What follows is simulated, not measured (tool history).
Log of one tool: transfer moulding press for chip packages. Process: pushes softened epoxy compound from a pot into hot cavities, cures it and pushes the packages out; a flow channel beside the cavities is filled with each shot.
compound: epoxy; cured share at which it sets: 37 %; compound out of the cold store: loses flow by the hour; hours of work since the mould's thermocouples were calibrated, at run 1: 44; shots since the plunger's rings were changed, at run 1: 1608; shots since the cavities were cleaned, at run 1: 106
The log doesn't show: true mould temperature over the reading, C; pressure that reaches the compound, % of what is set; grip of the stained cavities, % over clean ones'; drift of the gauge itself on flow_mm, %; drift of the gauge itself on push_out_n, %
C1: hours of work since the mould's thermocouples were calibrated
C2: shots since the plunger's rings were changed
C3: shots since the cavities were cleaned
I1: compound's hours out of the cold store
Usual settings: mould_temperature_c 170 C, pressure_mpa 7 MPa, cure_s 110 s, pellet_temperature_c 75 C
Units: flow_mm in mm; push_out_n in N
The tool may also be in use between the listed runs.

run 1 hour=0 | mould_temperature_c=170 pressure_mpa=7 cure_s=110 pellet_temperature_c=75 | C1=44 C2=1608 C3=106 | I1=17.4 | flow_mm=830 push_out_n=424
run 2 hour=9 | mould_temperature_c=170 pressure_mpa=7 cure_s=110 pellet_temperature_c=75 | C1=49 C2=1682 C3=180 | I1=32.5 | flow_mm=797 push_out_n=391
run 3 hour=17.6 | mould_temperature_c=170 pressure_mpa=7 cure_s=110 pellet_temperature_c=75 | C1=53 C2=1753 C3=251 | I1=41.2 | flow_mm=776 push_out_n=379
run 4 hour=22.2 | mould_temperature_c=170 pressure_mpa=7 cure_s=110 pellet_temperature_c=75 | C1=55 C2=1791 C3=289 | I1=41.6 | flow_mm=775 push_out_n=395
run 5 hour=32.5 | mould_temperature_c=170 pressure_mpa=7 cure_s=110 pellet_temperature_c=84 | C1=60 C2=1875 C3=373 | I1=26.3 | flow_mm=805 push_out_n=398
run 6 hour=37.4 | mould_temperature_c=170 pressure_mpa=7 cure_s=110 pellet_temperature_c=83 | C1=62 C2=1916 C3=414 | I1=30.2 | flow_mm=800 push_out_n=394
run 7 hour=44.9 | mould_temperature_c=170 pressure_mpa=7 cure_s=110 pellet_temperature_c=83 | C1=66 C2=1978 C3=476 | I1=16.8 | flow_mm=829 push_out_n=411
run 8 hour=55.5 | mould_temperature_c=170 pressure_mpa=7 cure_s=110 pellet_temperature_c=83 | C1=71 C2=2064 C3=562 | I1=18.9 | flow_mm=821 push_out_n=396
-- hour=63.5 cavities cleaned with cleaning compound and waxed
run 9 hour=63.8 | mould_temperature_c=172 pressure_mpa=7 cure_s=110 pellet_temperature_c=75 | C1=74 C2=2121 C3=3 | I1=25.3 | flow_mm=801 push_out_n=359
run 10 hour=70.2 | mould_temperature_c=166 pressure_mpa=5.32 cure_s=117 pellet_temperature_c=79 | C1=77 C2=2173 C3=55 | I1=36.4 | flow_mm=697 push_out_n=468
run 11 hour=75.8 | mould_temperature_c=172 pressure_mpa=7 cure_s=95 pellet_temperature_c=75 | C1=80 C2=2219 C3=101 | I1=33.4 | flow_mm=784 push_out_n=440
run 12 hour=84.5 | mould_temperature_c=172 pressure_mpa=7 cure_s=95 pellet_temperature_c=82 | C1=84 C2=2291 C3=173 | I1=21.3 | flow_mm=810 push_out_n=441
run 13 hour=93.9 | mould_temperature_c=170 pressure_mpa=5.93 cure_s=110 pellet_temperature_c=76 | C1=88 C2=2369 C3=251 | I1=13.2 | flow_mm=767 push_out_n=424
run 14 hour=101.5 | mould_temperature_c=168 pressure_mpa=7 cure_s=104 pellet_temperature_c=75 | C1=92 C2=2431 C3=313 | I1=36.9 | flow_mm=795 push_out_n=499
run 15 hour=108.2 | mould_temperature_c=171 pressure_mpa=8.14 cure_s=110 pellet_temperature_c=75 | C1=95 C2=2486 C3=368 | I1=25.3 | flow_mm=868 push_out_n=395
run 16 hour=114.7 | mould_temperature_c=171 pressure_mpa=8.14 cure_s=110 pellet_temperature_c=75 | C1=98 C2=2539 C3=421 | I1=34.1 | flow_mm=850 push_out_n=377
run 17 hour=124.9 | mould_temperature_c=171 pressure_mpa=8.14 cure_s=110 pellet_temperature_c=75 | C1=103 C2=2623 C3=505 | I1=26.5 | flow_mm=864 push_out_n=394

Forecast each of these 5 alternatives for the next run:
run A hour=130.9 | mould_temperature_c=170 pressure_mpa=8.66 cure_s=110 pellet_temperature_c=75 | C1=106 C2=2673 C3=555 | I1=31.5 | flow_mm=? push_out_n=?
run B hour=130.9 | mould_temperature_c=170 pressure_mpa=6.61 cure_s=110 pellet_temperature_c=75 | C1=106 C2=2673 C3=555 | I1=23 | flow_mm=? push_out_n=?
run C hour=130.9 | mould_temperature_c=175 pressure_mpa=8.14 cure_s=122 pellet_temperature_c=75 | C1=106 C2=2673 C3=555 | I1=34.4 | flow_mm=? push_out_n=?
run D hour=130.9 | mould_temperature_c=162 pressure_mpa=5.87 cure_s=110 pellet_temperature_c=75 | C1=106 C2=2673 C3=555 | I1=26.8 | flow_mm=? push_out_n=?
run E hour=130.9 | mould_temperature_c=171 pressure_mpa=6.01 cure_s=110 pellet_temperature_c=81 | C1=106 C2=2673 C3=555 | I1=15.5 | flow_mm=? push_out_n=?

run=A flow_mm=885 push_out_n=406
run=B flow_mm=789 push_out_n=401
run=C flow_mm=830 push_out_n=320
run=D flow_mm=774 push_out_n=732
run=E flow_mm=766 push_out_n=383
Without the tool's hidden state the same runs would have given:
run=A flow_mm=885 push_out_n=403
run=B flow_mm=789 push_out_n=398
run=C flow_mm=831 push_out_n=317
run=D flow_mm=775 push_out_n=726
run=E flow_mm=766 push_out_n=380
